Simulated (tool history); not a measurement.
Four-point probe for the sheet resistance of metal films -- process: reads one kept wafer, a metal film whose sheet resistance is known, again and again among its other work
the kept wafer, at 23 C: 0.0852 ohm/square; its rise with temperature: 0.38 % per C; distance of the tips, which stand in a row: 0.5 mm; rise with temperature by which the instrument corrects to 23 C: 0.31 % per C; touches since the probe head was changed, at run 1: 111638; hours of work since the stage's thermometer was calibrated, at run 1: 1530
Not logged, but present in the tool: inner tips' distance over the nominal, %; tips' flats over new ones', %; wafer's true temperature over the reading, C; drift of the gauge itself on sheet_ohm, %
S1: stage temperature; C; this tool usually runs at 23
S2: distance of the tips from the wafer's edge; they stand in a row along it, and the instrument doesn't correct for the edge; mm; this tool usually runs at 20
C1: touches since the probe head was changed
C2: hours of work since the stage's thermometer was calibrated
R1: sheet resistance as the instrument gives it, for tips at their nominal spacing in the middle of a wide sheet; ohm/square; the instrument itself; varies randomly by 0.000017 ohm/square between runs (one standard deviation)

run    hour  S1  S2      C1    C2        R1
  1     0.0  23  20  111638  1530  0.085226
       18.1  -- stage's thermometer calibrated
  2    42.7  23  20  114184    19  0.085205
  3   108.4  30  20  118147    70  0.085635
  4   164.1  23  20  121504   113  0.085226
      226.9  -- new probe head fitted
  5   228.0  23  30      70   162  0.085244
  6   272.1  23  20    2727   196  0.085239
  7   338.4  23  20    6729   247  0.085237
  8   413.1  23  20   11232   305  0.085195
  9   478.1  23  20   15151   355  0.085227
 10   567.6  23  20   20551   425  0.085235
 11   630.0  23  20   24318   473  0.085223
 12   714.2  23  20   29396   538  0.085242
 13   767.5  23  20   32611   579  0.085276
 14   860.7  25  20   38234   652  0.085373
 15   910.3  25  20   41225   690  0.085363
 16   953.2  27   4   43814   723  0.086162
 17  1044.1  32  16   49293   793  0.085796
 18  1105.0  32  26   52966   841  0.085768
 19  1168.5  32  26   56798   890  0.085758
 20  1228.4  32  12   60411   936  0.085835
 21  1291.0  21   8   64186   985  0.085240
 22  1386.1  32  20   69921  1058  0.085787
 23  1461.9  26  20   74494  1117  0.085408
 24  1557.9  22   6   80287  1191  0.085442
 25  1625.7  22   6   84376  1244  0.085441
 26  1682.6  23  24   87806  1288  0.085229
 27  1731.1  19   7   90733  1325  0.085172

Alternative continuations, all from the tool just after run 27; predict every row:
  A  1792.7  29  11  94449  1373   ?
  B  1792.7  27   9  94449  1373   ?
  C  1792.7  23  11  94449  1373   ?
  D  1792.7  18  38  94449  1373   ?

run        R1
  A  0.085699
  B  0.085613
  C  0.085265
  D  0.084915
Had the tool no hidden state, the same runs would have come out as:
run        R1
  A  0.085702
  B  0.085616
  C  0.085268
  D  0.084918
